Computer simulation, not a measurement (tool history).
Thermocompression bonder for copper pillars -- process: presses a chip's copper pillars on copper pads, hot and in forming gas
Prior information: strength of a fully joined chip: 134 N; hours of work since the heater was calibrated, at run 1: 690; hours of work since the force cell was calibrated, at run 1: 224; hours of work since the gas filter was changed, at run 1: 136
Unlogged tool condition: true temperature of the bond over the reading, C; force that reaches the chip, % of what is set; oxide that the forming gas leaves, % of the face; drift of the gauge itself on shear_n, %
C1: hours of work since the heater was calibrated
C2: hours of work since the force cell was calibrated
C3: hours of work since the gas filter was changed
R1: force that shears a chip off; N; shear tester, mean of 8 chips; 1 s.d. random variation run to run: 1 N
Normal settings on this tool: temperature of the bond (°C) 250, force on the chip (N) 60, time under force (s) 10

Run 1, hour 0.0: usual settings; C1 690; C2 224; C3 136. Result: R1 82.7 N.
Run 2, hour 34.2: usual settings; C1 714; C2 248; C3 160. Result: R1 81.9 N.
Run 3, hour 56.2: usual settings but time under force (s) 24; C1 730; C2 263; C3 175. Result: R1 100.5 N.
Run 4, hour 95.1: usual settings but time under force (s) 24; C1 757; C2 291; C3 203. Result: R1 97.2 N.
Run 5, hour 116.4: usual settings but time under force (s) 24; C1 772; C2 306; C3 218. Result: R1 99.3 N.
At hour 119.5: forming gas filter changed.
Run 6, hour 140.8: usual settings but temperature of the bond (°C) 235, time under force (s) 24; C1 789; C2 322; C3 15. Result: R1 96.1 N.
Run 7, hour 173.7: usual settings but time under force (s) 9; C1 812; C2 346; C3 38. Result: R1 82.1 N.
Run 8, hour 198.3: usual settings but time under force (s) 9; C1 829; C2 363; C3 55. Result: R1 82.4 N.
Run 9, hour 216.0: usual settings but time under force (s) 9; C1 842; C2 375; C3 68. Result: R1 80.2 N.
Run 10, hour 232.3: usual settings but time under force (s) 9; C1 853; C2 387; C3 79. Result: R1 80.6 N.
Run 11, hour 259.8: usual settings but force on the chip (N) 86; C1 872; C2 406; C3 98. Result: R1 95.4 N.
Run 12, hour 292.3: usual settings; C1 895; C2 429; C3 121. Result: R1 80.2 N.
Run 13, hour 310.2: usual settings but time under force (s) 18; C1 908; C2 441; C3 134. Result: R1 95.1 N.
Run 14, hour 333.0: usual settings but time under force (s) 14; C1 924; C2 457; C3 150. Result: R1 87.8 N.
Run 15, hour 358.3: usual settings but time under force (s) 14; C1 941; C2 475; C3 168. Result: R1 88.3 N.
Run 16, hour 392.9: usual settings but temperature of the bond (°C) 270; C1 966; C2 499; C3 192. Result: R1 91.0 N.
At hour 431.4: forming gas filter changed.
Run 17, hour 431.4: usual settings; C1 992; C2 526; C3 0. Result: R1 84.6 N.
Run 18, hour 453.9: usual settings; C1 1008; C2 542; C3 16. Result: R1 83.6 N.
Run 19, hour 471.0: usual settings; C1 1020; C2 554; C3 28. Result: R1 84.3 N.
Run 20, hour 508.6: usual settings; C1 1047; C2 580; C3 54. Result: R1 82.1 N.
Run 21, hour 545.2: usual settings but temperature of the bond (°C) 270, force on the chip (N) 79; C1 1072; C2 606; C3 80. Result: R1 105.4 N.
Run 22, hour 561.0: usual settings but temperature of the bond (°C) 232, force on the chip (N) 38; C1 1083; C2 617; C3 91. Result: R1 51.5 N.
Run 23, hour 581.7: usual settings but temperature of the bond (°C) 231, force on the chip (N) 48, time under force (s) 29; C1 1098; C2 631; C3 105. Result: R1 81.1 N.
Run 24, hour 608.4: usual settings but temperature of the bond (°C) 233, force on the chip (N) 59, time under force (s) 9; C1 1117; C2 650; C3 124. Result: R1 63.2 N.
Run 25, hour 630.9: usual settings but temperature of the bond (°C) 233, force on the chip (N) 59, time under force (s) 9; C1 1132; C2 666; C3 140. Result: R1 64.2 N.
Run 26, hour 667.1: usual settings but time under force (s) 25; C1 1158; C2 691; C3 165. Result: R1 99.8 N.
Run 27, hour 700.9: usual settings but temperature of the bond (°C) 238, force on the chip (N) 40; C1 1181; C2 715; C3 189. Result: R1 55.4 N.
Run 28, hour 736.1: usual settings but temperature of the bond (°C) 238, force on the chip (N) 40; C1 1206; C2 740; C3 214. Result: R1 53.4 N.
At hour 743.3: forming gas filter changed.
Run 29, hour 754.5: usual settings but temperature of the bond (°C) 262, force on the chip (N) 46; C1 1219; C2 752; C3 8. Result: R1 80.8 N.
Run 30, hour 784.7: usual settings but force on the chip (N) 73, time under force (s) 11; C1 1240; C2 773; C3 29. Result: R1 90.6 N.
Run 31, hour 800.9: usual settings but temperature of the bond (°C) 237, time under force (s) 29; C1 1251; C2 785; C3 40. Result: R1 96.4 N.
Run 32, hour 837.4: usual settings but temperature of the bond (°C) 233, force on the chip (N) 64, time under force (s) 12; C1 1277; C2 811; C3 66. Result: R1 74.6 N.
Run 33, hour 861.1: usual settings but temperature of the bond (°C) 235, force on the chip (N) 88, time under force (s) 12; C1 1294; C2 827; C3 83. Result: R1 87.1 N.
Run 34, hour 887.7: usual settings but temperature of the bond (°C) 235, force on the chip (N) 88, time under force (s) 12; C1 1312; C2 846; C3 101. Result: R1 87.4 N.
Run 35, hour 914.4: usual settings but force on the chip (N) 36; C1 1331; C2 865; C3 120. Result: R1 57.6 N.
Run 36, hour 945.1: usual settings but force on the chip (N) 36; C1 1353; C2 886; C3 142. Result: R1 57.2 N.
Run 37, hour 963.1: usual settings but temperature of the bond (°C) 256, force on the chip (N) 65, time under force (s) 13; C1 1365; C2 899; C3 154. Result: R1 88.7 N.
Run 38, hour 1000.7: usual settings but temperature of the bond (°C) 272, force on the chip (N) 86, time under force (s) 13; C1 1392; C2 925; C3 181. Result: R1 106.1 N.
Run 39, hour 1017.0: usual settings but force on the chip (N) 46, time under force (s) 13; C1 1403; C2 936; C3 192. Result: R1 70.5 N.
Run 40, hour 1045.2: usual settings but time under force (s) 12; C1 1423; C2 956; C3 212. Result: R1 78.2 N.

What if the next run were any one of these 3? Each begins from the tool's condition after run 40:
At hour 1057.2: forming gas filter changed.
Run A, hour 1084.0: usual settings but force on the chip (N) 84, time under force (s) 12; C1 1450; C2 983; C3 19. Result: R1 ?.
At hour 1057.2: forming gas filter changed.
Run B, hour 1084.0: usual settings but temperature of the bond (°C) 235, force on the chip (N) 81, time under force (s) 6; C1 1450; C2 983; C3 19. Result: R1 ?.
At hour 1057.2: forming gas filter changed.
Run C, hour 1084.0: usual settings but temperature of the bond (°C) 237, force on the chip (N) 47, time under force (s) 12; C1 1450; C2 983; C3 19. Result: R1 ?.

run    R1
  A  97.2
  B  67.8
  C  65.0
With the hidden condition removed and each run's random variation left untouched, the same runs would have given:
run     R1
  A  108.1
  B   79.9
  C   76.8
